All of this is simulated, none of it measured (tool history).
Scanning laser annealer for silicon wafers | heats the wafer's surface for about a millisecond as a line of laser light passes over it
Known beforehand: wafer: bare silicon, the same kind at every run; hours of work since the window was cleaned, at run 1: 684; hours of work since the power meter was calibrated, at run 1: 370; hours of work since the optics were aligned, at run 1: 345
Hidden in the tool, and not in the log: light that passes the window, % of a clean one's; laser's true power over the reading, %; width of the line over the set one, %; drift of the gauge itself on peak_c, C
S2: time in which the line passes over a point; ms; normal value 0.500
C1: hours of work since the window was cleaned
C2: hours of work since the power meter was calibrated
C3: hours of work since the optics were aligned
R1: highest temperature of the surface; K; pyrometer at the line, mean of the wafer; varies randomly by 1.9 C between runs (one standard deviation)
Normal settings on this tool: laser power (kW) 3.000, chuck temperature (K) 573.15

run 1 day=0.000 | laser_power_(kW)=3.000 S2=0.500 chuck_temperature_(K)=573.15 | C1=684 C2=370 C3=345 | R1=1331.15
run 2 day=0.817 | laser_power_(kW)=3.000 S2=0.500 chuck_temperature_(K)=573.15 | C1=692 C2=378 C3=352 | R1=1328.15
run 3 day=1.496 | laser_power_(kW)=3.000 S2=0.500 chuck_temperature_(K)=573.15 | C1=698 C2=384 C3=359 | R1=1332.15
-- day=2.208 window over the wafer cleaned
run 4 day=2.379 | laser_power_(kW)=3.000 S2=0.500 chuck_temperature_(K)=573.15 | C1=2 C2=392 C3=367 | R1=1371.15
run 5 day=3.808 | laser_power_(kW)=3.000 S2=0.500 chuck_temperature_(K)=573.15 | C1=15 C2=405 C3=380 | R1=1373.15
run 6 day=5.388 | laser_power_(kW)=3.000 S2=0.500 chuck_temperature_(K)=573.15 | C1=31 C2=421 C3=396 | R1=1370.15
run 7 day=6.638 | laser_power_(kW)=3.000 S2=0.500 chuck_temperature_(K)=573.15 | C1=43 C2=433 C3=408 | R1=1368.15
run 8 day=8.225 | laser_power_(kW)=3.000 S2=0.500 chuck_temperature_(K)=573.15 | C1=58 C2=448 C3=423 | R1=1366.15
run 9 day=9.662 | laser_power_(kW)=3.000 S2=0.500 chuck_temperature_(K)=573.15 | C1=72 C2=462 C3=437 | R1=1370.15
run 10 day=10.575 | laser_power_(kW)=3.000 S2=0.500 chuck_temperature_(K)=552.15 | C1=80 C2=470 C3=445 | R1=1344.15
-- day=10.896 optics aligned, line set to its width
run 11 day=12.046 | laser_power_(kW)=3.001 S2=0.500 chuck_temperature_(K)=552.15 | C1=92 C2=483 C3=11 | R1=1346.15
run 12 day=13.512 | laser_power_(kW)=3.001 S2=0.490 chuck_temperature_(K)=552.15 | C1=107 C2=497 C3=25 | R1=1333.15
run 13 day=14.358 | laser_power_(kW)=3.001 S2=0.490 chuck_temperature_(K)=552.15 | C1=115 C2=505 C3=33 | R1=1335.15
run 14 day=15.962 | laser_power_(kW)=3.000 S2=0.586 chuck_temperature_(K)=573.15 | C1=130 C2=520 C3=49 | R1=1439.15
run 15 day=17.400 | laser_power_(kW)=3.243 S2=0.610 chuck_temperature_(K)=547.15 | C1=144 C2=534 C3=62 | R1=1520.15
-- day=19.117 optics aligned, line set to its width, once more
run 16 day=19.246 | laser_power_(kW)=3.241 S2=0.610 chuck_temperature_(K)=582.15 | C1=160 C2=550 C3=1 | R1=1560.15
run 17 day=20.167 | laser_power_(kW)=2.891 S2=0.502 chuck_temperature_(K)=608.15 | C1=168 C2=559 C3=10 | R1=1368.15
run 18 day=20.988 | laser_power_(kW)=2.866 S2=0.475 chuck_temperature_(K)=592.15 | C1=176 C2=566 C3=18 | R1=1317.15
run 19 day=22.046 | laser_power_(kW)=2.866 S2=0.475 chuck_temperature_(K)=592.15 | C1=186 C2=577 C3=28 | R1=1318.15
run 20 day=23.646 | laser_power_(kW)=2.837 S2=0.416 chuck_temperature_(K)=579.15 | C1=202 C2=592 C3=44 | R1=1241.15
run 21 day=24.533 | laser_power_(kW)=2.837 S2=0.416 chuck_temperature_(K)=579.15 | C1=210 C2=600 C3=52 | R1=1239.15
run 22 day=25.321 | laser_power_(kW)=2.917 S2=0.477 chuck_temperature_(K)=579.15 | C1=218 C2=608 C3=60 | R1=1320.15

Measured result minus the same run's result without the hidden state. Both carry the same run-to-run variation, though not necessarily the same gauge scatter:
run=1 R1=-51.00
run=2 R1=-52.00
run=3 R1=-52.00
run=4 R1=-9.00
run=5 R1=-9.00
run=6 R1=-11.00
run=7 R1=-12.00
run=8 R1=-12.00
run=9 R1=-13.00
run=10 R1=-14.00
run=11 R1=-16.00
run=12 R1=-17.00
run=13 R1=-17.00
run=14 R1=-20.00
run=15 R1=-24.00
run=16 R1=-18.00
run=17 R1=-15.00
run=18 R1=-14.00
run=19 R1=-15.00
run=20 R1=-15.00
run=21 R1=-15.00
run=22 R1=-18.00

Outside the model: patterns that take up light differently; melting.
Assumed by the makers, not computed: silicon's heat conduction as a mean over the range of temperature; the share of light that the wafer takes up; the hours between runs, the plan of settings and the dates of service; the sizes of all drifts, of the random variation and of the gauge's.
